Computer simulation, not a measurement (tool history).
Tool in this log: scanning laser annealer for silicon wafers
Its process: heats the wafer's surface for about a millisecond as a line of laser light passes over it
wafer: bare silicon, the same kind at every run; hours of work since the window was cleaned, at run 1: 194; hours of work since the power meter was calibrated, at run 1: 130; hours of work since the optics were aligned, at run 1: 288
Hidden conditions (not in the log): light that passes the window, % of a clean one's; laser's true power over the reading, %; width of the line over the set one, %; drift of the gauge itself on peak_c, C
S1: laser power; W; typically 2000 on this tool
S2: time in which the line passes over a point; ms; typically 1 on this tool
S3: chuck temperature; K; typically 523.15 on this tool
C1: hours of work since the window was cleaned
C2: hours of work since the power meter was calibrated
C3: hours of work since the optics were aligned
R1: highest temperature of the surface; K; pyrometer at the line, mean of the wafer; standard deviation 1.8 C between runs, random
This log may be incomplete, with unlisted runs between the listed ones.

run,hour,S1,S2,S3,C1,C2,C3,R1
1,0,2000,1,523.15,194,130,288,1265.15
2,8.4,2000,1,523.15,198,134,292,1266.15
3,12.6,2000,1,523.15,200,136,294,1266.15
4,18.7,2000,1,523.15,203,139,297,1262.15
5,25.8,2000,1,523.15,206,142,301,1265.15
6,31.1,2000,1,526.15,209,144,303,1266.15
7,38.7,2000,1,526.15,212,148,307,1266.15
8,46.3,2000,1,531.15,216,152,310,1273.15
9,54.2,1816,1,523.15,220,156,314,1192.15
10,60.3,1816,1,523.15,223,158,317,1188.15
11,66.7,1816,1,523.15,226,162,320,1187.15
12,73.9,1816,1,523.15,229,165,324,1189.15
13,81.8,1816,1,523.15,233,169,327,1190.15
14,87.2,1816,1,523.15,236,171,330,1189.15
# hour 90.9: laser's power meter calibrated
15,97.1,1816,1,523.15,239,3,333,1190.15
16,101.1,2000,1.13,523.15,241,5,335,1312.15
17,108.9,2000,1.13,523.15,245,9,339,1312.15
18,113.6,2000,1.09,523.15,247,11,341,1296.15
# hour 119.9: laser's power meter calibrated, once more
19,124.7,2000,1.09,523.15,251,2,345,1297.15
20,128.8,2000,1.09,523.15,253,4,347,1292.15
21,134.1,1766,1.13,556.15,255,7,349,1243.15
22,140.1,1766,1.13,556.15,258,10,352,1242.15
23,147.5,1919,1,496.15,262,13,356,1196.15
24,154.1,1919,1.06,490.15,265,16,359,1214.15
25,162.8,2030,1.06,547.15,269,20,363,1317.15
26,166.7,2030,1.06,547.15,271,22,365,1313.15
27,172.5,2030,1.06,547.15,273,25,368,1315.15
28,181.6,2030,1.06,547.15,278,29,372,1313.15
29,189.4,1900,0.72,523.15,282,33,376,1098.15
30,193.5,1900,0.72,523.15,283,35,378,1104.15
31,202.1,1900,0.72,523.15,288,39,382,1101.15
32,210.3,1899,1.05,523.15,291,43,386,1230.15
33,218.2,2000,0.7,523.15,295,47,390,1120.15
34,221.9,2000,0.71,523.15,297,49,391,1123.15
35,230.4,2156,0.71,523.15,301,53,395,1180.15
36,235.3,2156,1.18,496.15,303,55,398,1362.15
37,242.8,2110,0.71,496.15,307,59,401,1133.15
38,248,1869,1,524.15,309,61,404,1199.15
39,255.6,1975,1,539.15,313,65,407,1259.15
40,259.4,1975,0.73,548.15,315,67,409,1151.15

Each row is a separate what-if for the run after 40, all from the same tool condition, not one after another. Results?
A,263.3,1975,1.02,548.15,317,68,411,?
B,263.3,1763,0.99,520.15,317,68,411,?
C,263.3,1975,1.04,548.15,317,68,411,?
D,263.3,2183,0.73,548.15,317,68,411,?

run,R1
A,1272.15
B,1154.15
C,1279.15
D,1219.15
Take away the tool's hidden state, keep each run's random variation, and the runs would have read:
run,R1
A,1316.15
B,1192.15
C,1323.15
D,1260.15

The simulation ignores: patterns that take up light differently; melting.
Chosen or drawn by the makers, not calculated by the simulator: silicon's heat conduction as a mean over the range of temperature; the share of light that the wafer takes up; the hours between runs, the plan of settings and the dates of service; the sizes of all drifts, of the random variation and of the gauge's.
